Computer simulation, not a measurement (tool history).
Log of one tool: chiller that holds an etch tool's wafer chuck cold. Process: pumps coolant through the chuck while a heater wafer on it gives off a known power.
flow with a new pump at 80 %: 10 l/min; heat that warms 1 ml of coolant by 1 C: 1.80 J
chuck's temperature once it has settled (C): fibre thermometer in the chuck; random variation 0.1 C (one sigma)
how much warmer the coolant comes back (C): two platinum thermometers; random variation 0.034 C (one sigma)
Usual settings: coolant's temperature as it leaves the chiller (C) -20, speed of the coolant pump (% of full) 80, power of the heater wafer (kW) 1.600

run,day,coolant's temperature as it leaves the chiller (C),speed of the coolant pump (% of full),power of the heater wafer (kW),chuck's temperature once it has settled (C),how much warmer the coolant comes back (C)
1,0.000,-20,80,1.600,-7.9,5.34
# day 5.433: chiller's thermometer calibrated
2,5.433,-20,80,1.600,-8.2,5.35
3,8.858,-20,80,1.600,-8.0,5.38
4,11.129,-20,80,1.600,-7.9,5.36
5,16.542,-12,80,1.600,0.1,5.41
6,21.262,-12,80,1.600,0.1,5.37
# day 21.833: coolant pump overhauled
7,25.329,-12,80,1.600,0.4,5.42
8,29.117,-12,82,1.600,0.1,5.32
9,33.621,-20,90,0.809,-13.9,2.44

The next listed run, before its measurement:
10,38.125,-11,80,1.651,?,?

{"run 10": {"chuck's temperature once it has settled (C)": 1.8, "how much warmer the coolant comes back (C)": 5.69}}
Without the tool's hidden state the same run would have given chuck's temperature once it has settled (C) 0.1, how much warmer the coolant comes back (C) 5.52.
